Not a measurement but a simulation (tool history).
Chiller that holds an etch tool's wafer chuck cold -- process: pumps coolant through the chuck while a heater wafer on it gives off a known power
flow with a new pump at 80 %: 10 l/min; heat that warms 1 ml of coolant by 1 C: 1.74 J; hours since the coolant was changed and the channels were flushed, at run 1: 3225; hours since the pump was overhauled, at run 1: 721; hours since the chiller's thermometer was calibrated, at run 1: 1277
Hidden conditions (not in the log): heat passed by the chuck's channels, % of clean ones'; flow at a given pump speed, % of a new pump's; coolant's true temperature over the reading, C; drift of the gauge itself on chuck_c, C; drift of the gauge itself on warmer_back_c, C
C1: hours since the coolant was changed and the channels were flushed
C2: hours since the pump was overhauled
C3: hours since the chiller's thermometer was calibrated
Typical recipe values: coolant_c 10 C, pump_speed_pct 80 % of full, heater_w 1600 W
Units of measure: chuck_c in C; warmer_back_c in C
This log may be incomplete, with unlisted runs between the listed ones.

Run 1, day 0: usual settings; C1 3225; C2 721; C3 1277. Result: chuck_c 22.6 C, warmer_back_c 5.52 C.
Run 2, day 0.625: usual settings; C1 3240; C2 736; C3 1292. Result: chuck_c 22.5 C, warmer_back_c 5.47 C.
Run 3, day 1.396: usual settings but pump_speed_pct 69 % of full; C1 3259; C2 755; C3 1311. Result: chuck_c 24.4 C, warmer_back_c 6.52 C.
Run 4, day 2.133: usual settings but pump_speed_pct 69 % of full; C1 3277; C2 772; C3 1328. Result: chuck_c 24.5 C, warmer_back_c 6.47 C.
Run 5, day 2.979: usual settings but pump_speed_pct 69 % of full; C1 3297; C2 793; C3 1349. Result: chuck_c 24.5 C, warmer_back_c 6.49 C.
Run 6, day 4.238: usual settings but pump_speed_pct 82 % of full; C1 3327; C2 823; C3 1379. Result: chuck_c 22.2 C, warmer_back_c 5.35 C.
Run 7, day 4.842: usual settings but pump_speed_pct 82 % of full; C1 3342; C2 838; C3 1394. Result: chuck_c 22.2 C, warmer_back_c 5.39 C.
Run 8, day 5.904: usual settings; C1 3367; C2 863; C3 1419. Result: chuck_c 22.5 C, warmer_back_c 5.55 C.
Run 9, day 6.912: usual settings; C1 3391; C2 887; C3 1443. Result: chuck_c 22.6 C, warmer_back_c 5.58 C.
Run 10, day 7.717: usual settings; C1 3411; C2 907; C3 1462. Result: chuck_c 22.6 C, warmer_back_c 5.5 C.
Run 11, day 8.925: usual settings; C1 3440; C2 935; C3 1491. Result: chuck_c 22.3 C, warmer_back_c 5.52 C.
Run 12, day 9.9: usual settings; C1 3463; C2 959; C3 1515. Result: chuck_c 22.7 C, warmer_back_c 5.46 C.
Run 13, day 10.525: usual settings; C1 3478; C2 974; C3 1530. Result: chuck_c 22.6 C, warmer_back_c 5.5 C.
Run 14, day 11.642: usual settings; C1 3505; C2 1001; C3 1557. Result: chuck_c 22.6 C, warmer_back_c 5.53 C.
Run 15, day 12.542: usual settings; C1 3526; C2 1022; C3 1578. Result: chuck_c 22.5 C, warmer_back_c 5.48 C.
Run 16, day 13.229: usual settings but coolant_c 12 C; C1 3543; C2 1039; C3 1595. Result: chuck_c 24.4 C, warmer_back_c 5.48 C.
Run 17, day 14.325: usual settings but coolant_c 17 C, pump_speed_pct 76 % of full, heater_w 2207 W; C1 3569; C2 1065; C3 1621. Result: chuck_c 35.2 C, warmer_back_c 8.02 C.
Run 18, day 15.108: usual settings but pump_speed_pct 67 % of full; C1 3588; C2 1084; C3 1640. Result: chuck_c 24.7 C, warmer_back_c 6.75 C.
Run 19, day 16.288: usual settings but pump_speed_pct 67 % of full; C1 3616; C2 1112; C3 1668. Result: chuck_c 24.8 C, warmer_back_c 6.71 C.
Run 20, day 17.462: usual settings but heater_w 2254 W; C1 3644; C2 1140; C3 1696. Result: chuck_c 27.6 C, warmer_back_c 7.8 C.
Run 21, day 18.425: usual settings but pump_speed_pct 66 % of full; C1 3668; C2 1163; C3 1719. Result: chuck_c 25 C, warmer_back_c 6.79 C.
Run 22, day 19.188: usual settings but pump_speed_pct 70 % of full, heater_w 1756 W; C1 3686; C2 1182; C3 1738. Result: chuck_c 25.5 C, warmer_back_c 6.98 C.
Run 23, day 19.708: usual settings but pump_speed_pct 93 % of full, heater_w 1013 W; C1 3698; C2 1194; C3 1750. Result: chuck_c 16.9 C, warmer_back_c 2.96 C.
Run 24, day 20.404: usual settings but coolant_c 9 C, pump_speed_pct 75 % of full, heater_w 1399 W; C1 3715; C2 1211; C3 1767. Result: chuck_c 20.7 C, warmer_back_c 5.14 C.
Run 25, day 21.408: usual settings but coolant_c 9 C, pump_speed_pct 89 % of full, heater_w 1372 W; C1 3739; C2 1235; C3 1791. Result: chuck_c 18.8 C, warmer_back_c 4.17 C.
Run 26, day 22.454: usual settings but pump_speed_pct 69 % of full, heater_w 1304 W; C1 3764; C2 1260; C3 1816. Result: chuck_c 21.7 C, warmer_back_c 5.33 C.
Run 27, day 23.267: usual settings but coolant_c 18 C, pump_speed_pct 61 % of full, heater_w 1304 W; C1 3784; C2 1280; C3 1836. Result: chuck_c 31.3 C, warmer_back_c 6.1 C.
At day 24.117: coolant changed, channels flushed.
Run 28, day 24.75: usual settings but coolant_c 5 C, pump_speed_pct 73 % of full; C1 15; C2 1309; C3 1865. Result: chuck_c 18.6 C, warmer_back_c 6.03 C.
Run 29, day 25.871: usual settings but coolant_c 5 C, heater_w 2285 W; C1 42; C2 1336; C3 1892. Result: chuck_c 22.8 C, warmer_back_c 7.83 C.
Run 30, day 26.5: usual settings but coolant_c 2 C, heater_w 978 W; C1 57; C2 1351; C3 1907. Result: chuck_c 9.7 C, warmer_back_c 3.37 C.
Run 31, day 27.304: usual settings but coolant_c 2 C, heater_w 978 W; C1 77; C2 1371; C3 1927. Result: chuck_c 9.9 C, warmer_back_c 3.39 C.

3 options for the next run, each taken on its own from the tool as it stands now. Forecast them:
Run A, day 28.008: usual settings but coolant_c 0 C, pump_speed_pct 78 % of full; C1 93; C2 1388; C3 1943. Result: chuck_c ?, warmer_back_c ?.
Run B, day 28.008: usual settings but coolant_c 2 C, heater_w 821 W; C1 93; C2 1388; C3 1943. Result: chuck_c ?, warmer_back_c ?.
Run C, day 28.008: usual settings but coolant_c 2 C, pump_speed_pct 96 % of full, heater_w 1851 W; C1 93; C2 1388; C3 1943. Result: chuck_c ?, warmer_back_c ?.

run  chuck_c  warmer_back_c
  A     12.8           5.62
  B      8.3           2.84
  C     14.2           5.17
What these runs would have given with no unlogged condition in the tool:
run  chuck_c  warmer_back_c
  A     12.8           5.62
  B      8.3           2.83
  C     14.2           5.17
